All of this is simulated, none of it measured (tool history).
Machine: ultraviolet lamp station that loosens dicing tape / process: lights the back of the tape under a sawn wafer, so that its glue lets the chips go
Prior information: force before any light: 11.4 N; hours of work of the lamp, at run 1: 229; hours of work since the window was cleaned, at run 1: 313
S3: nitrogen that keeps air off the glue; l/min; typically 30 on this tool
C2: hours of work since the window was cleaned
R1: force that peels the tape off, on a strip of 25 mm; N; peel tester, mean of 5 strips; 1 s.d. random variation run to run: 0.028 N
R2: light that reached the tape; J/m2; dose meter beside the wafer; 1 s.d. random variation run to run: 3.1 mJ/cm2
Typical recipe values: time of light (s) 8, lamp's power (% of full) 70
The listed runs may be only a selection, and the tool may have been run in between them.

run 1 hour=0.0 | time_of_light_(s)=8 lamp's_power_(%_of_full)=70 S3=30 | hours_of_work_of_the_lamp=229 C2=313 | R1=1.836 R2=4180
run 2 hour=51.9 | time_of_light_(s)=8 lamp's_power_(%_of_full)=70 S3=30 | hours_of_work_of_the_lamp=268 C2=352 | R1=1.863 R2=4030
run 3 hour=134.3 | time_of_light_(s)=8 lamp's_power_(%_of_full)=74 S3=30 | hours_of_work_of_the_lamp=329 C2=413 | R1=1.766 R2=4160
run 4 hour=189.2 | time_of_light_(s)=8 lamp's_power_(%_of_full)=70 S3=30 | hours_of_work_of_the_lamp=370 C2=454 | R1=2.003 R2=3890
run 5 hour=233.2 | time_of_light_(s)=8 lamp's_power_(%_of_full)=70 S3=30 | hours_of_work_of_the_lamp=403 C2=487 | R1=2.095 R2=3820
run 6 hour=271.3 | time_of_light_(s)=8 lamp's_power_(%_of_full)=70 S3=30 | hours_of_work_of_the_lamp=431 C2=515 | R1=2.144 R2=3770
run 7 hour=314.7 | time_of_light_(s)=8 lamp's_power_(%_of_full)=70 S3=30 | hours_of_work_of_the_lamp=464 C2=548 | R1=2.120 R2=3730
run 8 hour=398.8 | time_of_light_(s)=8 lamp's_power_(%_of_full)=70 S3=30 | hours_of_work_of_the_lamp=527 C2=611 | R1=2.295 R2=3620
run 9 hour=449.5 | time_of_light_(s)=8 lamp's_power_(%_of_full)=70 S3=30 | hours_of_work_of_the_lamp=564 C2=648 | R1=2.435 R2=3500
-- hour=516.4 window cleaned of glue's vapour
run 10 hour=531.6 | time_of_light_(s)=8 lamp's_power_(%_of_full)=70 S3=30 | hours_of_work_of_the_lamp=625 C2=11 | R1=2.751 R2=3100
run 11 hour=590.5 | time_of_light_(s)=8 lamp's_power_(%_of_full)=70 S3=30 | hours_of_work_of_the_lamp=669 C2=55 | R1=2.988 R2=3020
run 12 hour=652.3 | time_of_light_(s)=8 lamp's_power_(%_of_full)=70 S3=30 | hours_of_work_of_the_lamp=716 C2=102 | R1=3.072 R2=2960
-- hour=661.5 window cleaned of glue's vapour, once more
run 13 hour=692.4 | time_of_light_(s)=8 lamp's_power_(%_of_full)=70 S3=25 | hours_of_work_of_the_lamp=745 C2=23 | R1=2.142 R2=3950
run 14 hour=758.7 | time_of_light_(s)=8 lamp's_power_(%_of_full)=70 S3=25 | hours_of_work_of_the_lamp=795 C2=73 | R1=2.179 R2=3840
run 15 hour=804.8 | time_of_light_(s)=8 lamp's_power_(%_of_full)=70 S3=25 | hours_of_work_of_the_lamp=829 C2=107 | R1=2.318 R2=3740
run 16 hour=848.3 | time_of_light_(s)=8 lamp's_power_(%_of_full)=70 S3=25 | hours_of_work_of_the_lamp=862 C2=140 | R1=2.394 R2=3730
run 17 hour=918.4 | time_of_light_(s)=8 lamp's_power_(%_of_full)=70 S3=30 | hours_of_work_of_the_lamp=914 C2=192 | R1=2.262 R2=3640
run 18 hour=956.7 | time_of_light_(s)=8 lamp's_power_(%_of_full)=98 S3=30 | hours_of_work_of_the_lamp=943 C2=221 | R1=1.290 R2=5060
run 19 hour=1010.9 | time_of_light_(s)=8 lamp's_power_(%_of_full)=98 S3=30 | hours_of_work_of_the_lamp=983 C2=261 | R1=1.351 R2=4900
run 20 hour=1071.4 | time_of_light_(s)=8 lamp's_power_(%_of_full)=98 S3=30 | hours_of_work_of_the_lamp=1028 C2=306 | R1=1.419 R2=4790
run 21 hour=1154.4 | time_of_light_(s)=8 lamp's_power_(%_of_full)=98 S3=30 | hours_of_work_of_the_lamp=1090 C2=368 | R1=1.486 R2=4650
run 22 hour=1213.8 | time_of_light_(s)=10 lamp's_power_(%_of_full)=82 S3=46 | hours_of_work_of_the_lamp=1135 C2=413 | R1=1.155 R2=4760
run 23 hour=1294.0 | time_of_light_(s)=10 lamp's_power_(%_of_full)=82 S3=14 | hours_of_work_of_the_lamp=1194 C2=472 | R1=2.130 R2=4580
run 24 hour=1355.9 | time_of_light_(s)=10 lamp's_power_(%_of_full)=82 S3=14 | hours_of_work_of_the_lamp=1241 C2=519 | R1=2.219 R2=4550
run 25 hour=1397.4 | time_of_light_(s)=10 lamp's_power_(%_of_full)=82 S3=14 | hours_of_work_of_the_lamp=1272 C2=550 | R1=2.402 R2=4410
run 26 hour=1459.2 | time_of_light_(s)=10 lamp's_power_(%_of_full)=82 S3=14 | hours_of_work_of_the_lamp=1318 C2=596 | R1=2.552 R2=4250
run 27 hour=1520.3 | time_of_light_(s)=15 lamp's_power_(%_of_full)=91 S3=39 | hours_of_work_of_the_lamp=1363 C2=641 | R1=0.586 R2=6990
-- hour=1593.2 window cleaned of glue's vapour
run 28 hour=1606.5 | time_of_light_(s)=4 lamp's_power_(%_of_full)=90 S3=56 | hours_of_work_of_the_lamp=1427 C2=10 | R1=3.793 R2=2060
run 29 hour=1644.1 | time_of_light_(s)=4 lamp's_power_(%_of_full)=90 S3=56 | hours_of_work_of_the_lamp=1456 C2=38 | R1=3.996 R2=2020
run 30 hour=1727.7 | time_of_light_(s)=4 lamp's_power_(%_of_full)=90 S3=56 | hours_of_work_of_the_lamp=1518 C2=100 | R1=4.275 R2=1980
run 31 hour=1789.6 | time_of_light_(s)=4 lamp's_power_(%_of_full)=81 S3=35 | hours_of_work_of_the_lamp=1564 C2=147 | R1=5.139 R2=1730
-- hour=1826.7 lamp changed
run 32 hour=1837.3 | time_of_light_(s)=13 lamp's_power_(%_of_full)=62 S3=38 | hours_of_work_of_the_lamp=8 C2=182 | R1=0.627 R2=6630
run 33 hour=1877.2 | time_of_light_(s)=8 lamp's_power_(%_of_full)=80 S3=29 | hours_of_work_of_the_lamp=38 C2=211 | R1=1.197 R2=5180
run 34 hour=1928.0 | time_of_light_(s)=8 lamp's_power_(%_of_full)=64 S3=29 | hours_of_work_of_the_lamp=76 C2=249 | R1=1.828 R2=4090
run 35 hour=1990.8 | time_of_light_(s)=10 lamp's_power_(%_of_full)=60 S3=9 | hours_of_work_of_the_lamp=123 C2=296 | R1=2.538 R2=4740
run 36 hour=2055.4 | time_of_light_(s)=15 lamp's_power_(%_of_full)=95 S3=21 | hours_of_work_of_the_lamp=171 C2=344 | R1=0.322 R2=10960
run 37 hour=2136.8 | time_of_light_(s)=6 lamp's_power_(%_of_full)=70 S3=57 | hours_of_work_of_the_lamp=232 C2=405 | R1=2.309 R2=3140
run 38 hour=2200.6 | time_of_light_(s)=7 lamp's_power_(%_of_full)=70 S3=30 | hours_of_work_of_the_lamp=279 C2=453 | R1=2.380 R2=3570
run 39 hour=2241.8 | time_of_light_(s)=8 lamp's_power_(%_of_full)=70 S3=29 | hours_of_work_of_the_lamp=310 C2=484 | R1=1.918 R2=4000
run 40 hour=2317.2 | time_of_light_(s)=8 lamp's_power_(%_of_full)=70 S3=22 | hours_of_work_of_the_lamp=366 C2=540 | R1=2.281 R2=3940
run 41 hour=2377.6 | time_of_light_(s)=8 lamp's_power_(%_of_full)=70 S3=22 | hours_of_work_of_the_lamp=411 C2=585 | R1=2.500 R2=3790
run 42 hour=2442.4 | time_of_light_(s)=7 lamp's_power_(%_of_full)=84 S3=58 | hours_of_work_of_the_lamp=460 C2=633 | R1=1.599 R2=3910

Hidden condition of the tool, last listed run before each entry between runs versus first listed run after:
After run 9, before run 10: window cleaned of glue's vapour (hour 516.4)
  lamp's light, % of a new lamp's: 86.2 -> 84.9; light that the window lets through, % of a clean one's: 84.9 -> 76.2
  measured value less the no-hidden-state value, R1: +1.004 -> +1.401 N; R2: -1280 -> -1700 J/m2
After run 12, before run 13: window cleaned of glue's vapour, once more (hour 661.5)
  lamp's light, % of a new lamp's: 82.9 -> 82.3; light that the window lets through, % of a clean one's: 74.2 -> 99.5
  measured value less the no-hidden-state value, R1: +1.656 -> +0.623 N; R2: -1860 -> -870 J/m2
After run 27, before run 28: window cleaned of glue's vapour (hour 1593.2)
  lamp's light, % of a new lamp's: 68.4 -> 67; light that the window lets through, % of a clean one's: 86.5 -> 99.7
  measured value less the no-hidden-state value, R1: +0.333 -> +1.523 N; R2: -4810 -> -1030 J/m2
After run 31, before run 32: lamp changed (hour 1826.7)
  lamp's light, % of a new lamp's: 63.9 -> 99.7; light that the window lets through, % of a clean one's: 96.7 -> 96
  measured value less the no-hidden-state value, R1: +1.985 -> +0.057 N; R2: -1060 -> -300 J/m2
